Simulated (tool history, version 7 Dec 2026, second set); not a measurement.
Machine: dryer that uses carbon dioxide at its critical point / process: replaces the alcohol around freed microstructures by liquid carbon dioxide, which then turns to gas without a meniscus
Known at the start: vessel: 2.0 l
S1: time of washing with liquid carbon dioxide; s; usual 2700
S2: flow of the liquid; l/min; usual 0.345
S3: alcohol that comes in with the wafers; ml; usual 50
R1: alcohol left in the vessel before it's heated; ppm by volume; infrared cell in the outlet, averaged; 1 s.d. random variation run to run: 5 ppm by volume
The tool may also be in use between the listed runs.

{"run": 1, "day": 0.0, "S1": 2700, "S2": 0.345, "S3": 50, "R1": 68}
{"run": 2, "day": 1.358, "S1": 2700, "S2": 0.322, "S3": 50, "R1": 80}
{"run": 3, "day": 2.558, "S1": 2700, "S2": 0.485, "S3": 50, "R1": 51}
{"run": 4, "day": 3.904, "S1": 2700, "S2": 0.485, "S3": 50, "R1": 55}
{"run": 5, "day": 5.279, "S1": 2760, "S2": 0.345, "S3": 50, "R1": 72}
{"run": 6, "day": 6.617, "S1": 1860, "S2": 0.345, "S3": 50, "R1": 313}
{"run": 7, "day": 7.746, "S1": 2700, "S2": 0.345, "S3": 50, "R1": 88}
{"run": 8, "day": 8.979, "S1": 2700, "S2": 0.345, "S3": 50, "R1": 93}
{"run": 9, "day": 9.683, "S1": 2340, "S2": 0.345, "S3": 50, "R1": 146}
{"run": 10, "day": 10.65, "S1": 2340, "S2": 0.345, "S3": 50, "R1": 148}
{"run": 11, "day": 11.262, "S1": 2700, "S2": 0.345, "S3": 118, "R1": 134}
{"day": 11.7, "done": "inlet filter changed"}
{"run": 12, "day": 11.962, "S1": 2700, "S2": 0.539, "S3": 118, "R1": 66}
{"run": 13, "day": 12.917, "S1": 2700, "S2": 0.539, "S3": 38, "R1": 77}
{"run": 14, "day": 13.533, "S1": 2700, "S2": 0.539, "S3": 38, "R1": 77}
{"run": 15, "day": 14.825, "S1": 2700, "S2": 0.539, "S3": 38, "R1": 65}
{"run": 16, "day": 15.833, "S1": 2700, "S2": 0.228, "S3": 50, "R1": 307}
{"run": 17, "day": 17.196, "S1": 2700, "S2": 0.228, "S3": 50, "R1": 315}
{"run": 18, "day": 18.371, "S1": 2700, "S2": 0.228, "S3": 50, "R1": 315}
{"run": 19, "day": 19.004, "S1": 2700, "S2": 0.228, "S3": 50, "R1": 312}
{"run": 20, "day": 19.658, "S1": 2700, "S2": 0.305, "S3": 50, "R1": 136}
{"run": 21, "day": 20.321, "S1": 4260, "S2": 0.328, "S3": 21, "R1": 85}
{"run": 22, "day": 21.808, "S1": 1920, "S2": 0.345, "S3": 40, "R1": 241}
{"run": 23, "day": 22.912, "S1": 1920, "S2": 0.345, "S3": 40, "R1": 241}
{"run": 24, "day": 23.917, "S1": 2340, "S2": 0.486, "S3": 74, "R1": 98}
{"run": 25, "day": 24.608, "S1": 3000, "S2": 0.526, "S3": 77, "R1": 103}
{"run": 26, "day": 25.912, "S1": 3000, "S2": 0.526, "S3": 77, "R1": 91}
{"run": 27, "day": 27.15, "S1": 2700, "S2": 0.468, "S3": 22, "R1": 101}
{"run": 28, "day": 27.888, "S1": 1740, "S2": 0.345, "S3": 96, "R1": 649}
{"run": 29, "day": 28.704, "S1": 3720, "S2": 0.23, "S3": 44, "R1": 146}
{"run": 30, "day": 29.396, "S1": 2640, "S2": 0.345, "S3": 92, "R1": 162}
{"run": 31, "day": 30.7, "S1": 2640, "S2": 0.345, "S3": 92, "R1": 172}
{"run": 32, "day": 31.679, "S1": 2640, "S2": 0.228, "S3": 92, "R1": 606}
{"run": 33, "day": 32.95, "S1": 2640, "S2": 0.228, "S3": 92, "R1": 627}
{"run": 34, "day": 34.104, "S1": 2640, "S2": 0.228, "S3": 92, "R1": 631}
{"run": 35, "day": 35.388, "S1": 2640, "S2": 0.228, "S3": 92, "R1": 646}
{"run": 36, "day": 36.254, "S1": 3660, "S2": 0.337, "S3": 46, "R1": 127}
{"run": 37, "day": 37.496, "S1": 3660, "S2": 0.337, "S3": 46, "R1": 116}
{"run": 38, "day": 38.604, "S1": 2880, "S2": 0.317, "S3": 46, "R1": 153}
{"run": 39, "day": 39.329, "S1": 2700, "S2": 0.234, "S3": 52, "R1": 355}
{"run": 40, "day": 40.85, "S1": 2640, "S2": 0.287, "S3": 74, "R1": 274}

Subtracting, for every run, the result it would have given without the tool's unlogged condition from the measured result gives the following. The same run-to-run variation enters both numbers; the gauge's scatter may not:
Hidden state present: flow that reaches the vessel past the clogged filter, %; alcohol in the recycled carbon dioxide, ppm; drift of the gauge itself on alcohol_ppm, %.
run=1 R1=+42
run=2 R1=+50
run=3 R1=+43
run=4 R1=+46
run=5 R1=+56
run=6 R1=+107
run=7 R1=+62
run=8 R1=+64
run=9 R1=+79
run=10 R1=+82
run=11 R1=+83
run=12 R1=+61
run=13 R1=+65
run=14 R1=+64
run=15 R1=+65
run=16 R1=+80
run=17 R1=+84
run=18 R1=+88
run=19 R1=+90
run=20 R1=+82
run=21 R1=+79
run=22 R1=+92
run=23 R1=+99
run=24 R1=+90
run=25 R1=+89
run=26 R1=+90
run=27 R1=+94
run=28 R1=+151
run=29 R1=+102
run=30 R1=+109
run=31 R1=+113
run=32 R1=+166
run=33 R1=+175
run=34 R1=+182
run=35 R1=+193
run=36 R1=+119
run=37 R1=+116
run=38 R1=+128
run=39 R1=+160
run=40 R1=+155
